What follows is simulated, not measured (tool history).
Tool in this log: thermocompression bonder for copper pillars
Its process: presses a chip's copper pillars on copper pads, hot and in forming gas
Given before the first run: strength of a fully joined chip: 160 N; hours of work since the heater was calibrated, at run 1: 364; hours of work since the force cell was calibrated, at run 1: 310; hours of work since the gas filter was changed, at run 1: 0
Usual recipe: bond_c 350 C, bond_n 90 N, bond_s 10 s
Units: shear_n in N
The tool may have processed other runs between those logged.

run,hour,bond_c,bond_n,bond_s,hours of work since the heater was calibrated,hours of work since the force cell was calibrated,hours of work since the gas filter was changed,shear_n
1,0,350,90,10,364,310,0,73.4
2,25.2,339,90,10,376,322,13,65.1
3,51.9,339,90,10,389,336,26,63.4
4,77.3,339,90,10,402,348,38,65.2
5,98,339,90,10,412,358,49,62.6
6,131.2,350,90,10,429,375,65,73.8
7,167.8,350,90,10,447,393,84,73.6
8,199.3,350,61,10,463,409,99,50
9,214.1,350,90,10,470,416,107,72.7
10,240.6,362,90,10,483,429,120,82
11,274,350,90,9,500,446,136,71
12,304.3,350,90,9,515,461,151,68.2
13,322.5,350,90,10,524,470,160,73.8
14,351.9,350,90,10,539,485,175,74.2
15,369.5,335,90,10,547,494,184,61.5
16,392.1,328,90,10,559,505,195,56.8
17,422,350,90,10,574,520,210,75.2
18,444.2,350,90,10,585,531,221,74.5
19,462.6,346,90,10,594,540,230,69.8
20,495.2,346,90,10,610,556,246,68.9
21,518.5,337,63,12,622,568,258,46.3
22,552.3,337,63,12,638,585,275,46.8
23,568.4,333,96,12,646,593,283,68
24,587.7,333,96,12,656,602,292,68.8
25,606.7,353,116,12,666,612,302,98.9
26,638.8,353,64,5,681,628,318,40.9
27,664.7,374,70,5,694,640,331,58.9
# hour 672.3: heater calibrated with a thermocouple chip
# hour 690.8: forming gas filter changed
28,693.3,374,121,9,10,653,1,106
29,717.6,334,91,10,22,666,13,55.8
30,735.5,346,63,20,31,674,22,59.2
31,765.4,358,95,10,46,689,37,79.1
32,798.3,354,56,23,62,706,54,61
33,824.1,338,89,20,75,719,66,75.1
34,855.3,369,89,5,91,734,82,64.9
35,874.3,369,89,22,100,744,91,105.8
36,894.5,373,73,10,110,754,101,71.2
37,915.6,370,57,24,121,764,112,76.3
38,943.7,370,57,24,135,778,126,76.7
39,966.8,379,129,22,146,790,137,136.1

For some of the steps in shear_n from one run to the next: how much would appear even if the tool had no hidden state, given the settings, what came in and random variation, and how much remains for the hidden state plus any gauge scatter that the measured result and the result without hidden state don't share?
Hidden state at play: true temperature of the bond over the reading, C; force that reaches the chip, % of what is set; oxide that the forming gas leaves, % of the face; drift of the gauge itself on shear_n, %.
Run 24 -> 25: bond_c 333 -> 353, bond_n 96 -> 116. shear_n +30.1 N: hidden state -1.1, all else +31.2.
Run 25 -> 26: bond_n 116 -> 64, bond_s 12 -> 5. shear_n -58 N: hidden state -0.6, all else -57.4.
Run 27 -> 28: bond_n 70 -> 121, bond_s 5 -> 9, heater calibrated with a thermocouple chip, forming gas filter changed. shear_n +47.1 N: hidden state -5.5, all else +52.6.
Run 28 -> 29: bond_c 374 -> 334, bond_n 121 -> 91, bond_s 9 -> 10. shear_n -50.2 N: hidden state +0.5, all else -50.7.
Run 38 -> 39: bond_c 370 -> 379, bond_n 57 -> 129, bond_s 24 -> 22. shear_n +59.4 N: hidden state -1.3, all else +60.7.
